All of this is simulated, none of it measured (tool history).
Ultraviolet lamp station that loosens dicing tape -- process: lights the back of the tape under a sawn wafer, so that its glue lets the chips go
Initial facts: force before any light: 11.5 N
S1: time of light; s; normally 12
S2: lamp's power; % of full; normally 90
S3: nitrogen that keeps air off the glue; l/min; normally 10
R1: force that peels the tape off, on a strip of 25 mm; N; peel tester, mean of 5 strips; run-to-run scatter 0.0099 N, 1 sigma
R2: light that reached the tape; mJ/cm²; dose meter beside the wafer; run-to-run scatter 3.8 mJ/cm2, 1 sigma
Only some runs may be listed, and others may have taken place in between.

run	day	S1	S2	S3	R1	R2
1	0.000	12	90	10	0.627	521
2	0.392	12	90	10	0.637	525
3	0.804	12	90	10	0.624	519
4	1.204	12	90	10	0.639	524
5	1.679	8	90	10	1.490	349
6	2.067	8	90	10	1.469	342
7	2.512	12	68	10	1.141	389
8	2.992	12	68	10	1.286	377
9	3.367	12	68	10	1.278	373
10	3.592	12	68	10	1.273	377
11	3.817	12	68	10	1.278	376
12	4.250	12	68	10	1.285	371
13	4.654	12	68	10	1.283	374
14	5.038	12	68	10	1.344	374
15	5.321	12	90	10	0.731	491
16	5.717	12	90	10	0.740	495
17	6.012	12	90	10	0.495	584
18	6.417	12	80	10	0.632	523
19	6.871	12	90	12	0.456	584
20	7.229	12	90	12	0.465	584
21	7.462	7	82	10	1.813	313
22	7.896	22	82	7	0.275	971
23	8.146	22	82	7	0.263	978
24	8.371	22	82	7	0.271	968
25	8.658	22	82	7	0.264	971
26	8.988	22	82	7	0.291	978
27	9.329	8	82	3	2.637	349
28	9.788	6	90	10	2.087	283
29	10.254	18	69	18	0.316	660
30	10.533	18	92	3	0.490	883
31	10.733	7	62	10	2.878	231
32	10.933	7	62	10	2.843	230
33	11.183	8	62	10	2.409	260
34	11.450	22	67	7	0.362	764
35	11.854	8	66	10	2.133	279
36	12.142	8	64	5	3.123	270
37	12.446	8	64	5	3.078	266
38	12.908	11	90	11	0.622	516
39	13.196	12	90	5	0.848	560

Not shown: 2 entries that the log had between the listed runs. Between which runs, and how does the tool's hidden state differ before and after?
Logged between run 7 and run 8: window cleaned of glue's vapour (day 2.883)
  lamp's light, % of a new lamp's: 93.4 -> 93.3; light that the window lets through, % of a clean one's: 86.8 -> 83.8
  difference, measured minus the result without the unlogged condition, R1: +0.400 -> +0.513 N; R2: -91 -> -105 mJ/cm²
Logged between run 16 and run 17: window cleaned of glue's vapour, once more (day 5.842)
  lamp's light, % of a new lamp's: 92.5 -> 92.4; light that the window lets through, % of a clean one's: 83 -> 99.7
  difference, measured minus the result without the unlogged condition, R1: +0.309 -> +0.072 N; R2: -150 -> -50 mJ/cm²

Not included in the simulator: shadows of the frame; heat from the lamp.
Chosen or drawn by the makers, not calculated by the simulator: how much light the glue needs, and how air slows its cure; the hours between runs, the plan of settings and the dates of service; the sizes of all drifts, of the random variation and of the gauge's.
